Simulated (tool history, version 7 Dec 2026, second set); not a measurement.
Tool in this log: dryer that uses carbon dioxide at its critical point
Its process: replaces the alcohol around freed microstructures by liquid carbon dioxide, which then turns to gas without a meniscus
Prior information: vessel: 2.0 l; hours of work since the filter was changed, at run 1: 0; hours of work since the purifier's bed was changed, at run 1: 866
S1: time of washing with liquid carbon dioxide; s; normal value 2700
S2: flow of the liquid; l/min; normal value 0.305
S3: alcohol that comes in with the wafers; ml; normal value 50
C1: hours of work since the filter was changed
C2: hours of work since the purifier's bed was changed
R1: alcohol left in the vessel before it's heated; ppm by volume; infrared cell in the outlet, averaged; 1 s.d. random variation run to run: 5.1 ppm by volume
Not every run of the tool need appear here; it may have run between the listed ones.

run	hour	S1	S2	S3	C1	C2	R1
1	0	2700	0.305	50	0	866	108
2	38	2700	0.305	50	25	892	121
3	61.4	3600	0.305	50	41	907	74
4	84.1	2700	0.305	50	56	922	123
5	115.3	3720	0.305	50	77	943	72
6	156.2	2700	0.305	50	104	970	127
7	185	2700	0.305	109	123	990	205
8	206.5	2700	0.305	102	138	1004	199
9	236.5	2700	0.305	102	157	1024	197
10	273.9	2760	0.305	50	182	1049	123
11	317.7	2700	0.305	50	212	1078	148
12	350.6	2700	0.305	50	233	1100	149
13	374.7	2700	0.305	50	249	1116	146
14	415	2700	0.305	50	276	1143	154
15	436.5	2700	0.305	50	291	1157	161
16	466	2700	0.305	50	310	1177	166
17	499.8	2700	0.305	36	333	1199	149
18	539.9	2700	0.457	50	359	1226	89
19	580.7	2700	0.457	50	387	1253	92
20	608	2700	0.457	50	405	1271	106
21	651	2700	0.305	23	434	1300	141
# hour 667.3: purifier's bed changed
22	686.2	1860	0.305	50	455	13	589
23	727.6	2700	0.246	27	482	40	201
24	767.9	2640	0.188	81	509	67	1859
25	807	2640	0.188	81	535	93	1921
# hour 818.7: inlet filter changed
26	828.2	1680	0.188	81	6	107	3950
27	850.6	2460	0.44	43	21	121	22
28	872.5	2160	0.44	27	36	136	22
29	898.8	2700	0.192	28	53	154	342
30	942	2700	0.222	26	82	182	185
31	979.5	2700	0.305	27	107	207	46
32	1021.6	3900	0.248	105	135	235	72
33	1047.7	3780	0.305	65	152	253	33
34	1066.7	3780	0.305	65	165	265	35
35	1089.7	2580	0.288	34	180	281	105
36	1109.4	3180	0.305	45	194	294	43
37	1135.6	3120	0.317	45	211	311	48
38	1179.9	3240	0.375	50	240	341	33
39	1220.3	3240	0.375	50	267	368	33
40	1241.1	3240	0.375	50	281	381	34
41	1264.2	3240	0.261	36	297	397	83
42	1289.5	1800	0.213	35	313	414	1303
43	1332.6	1860	0.204	37	342	442	1481
44	1372.2	1860	0.204	37	369	469	1531

What differs in the tool's unlogged condition from the final listed run ahead of each entry between runs to the first listed run following it?
Runs 21 to 22: purifier's bed changed (hour 667.3)
  flow that reaches the vessel past the clogged filter, %: 86.3 -> 85.6; alcohol in the recycled carbon dioxide, ppm: 94.3 -> 7.7
  measured value less the no-hidden-state value, R1: +120 -> +272 ppm by volume
Runs 25 to 26: inlet filter changed (hour 818.7)
  flow that reaches the vessel past the clogged filter, %: 83.1 -> 99.4; alcohol in the recycled carbon dioxide, ppm: 13.4 -> 14.4
  measured value less the no-hidden-state value, R1: +893 -> +68 ppm by volume
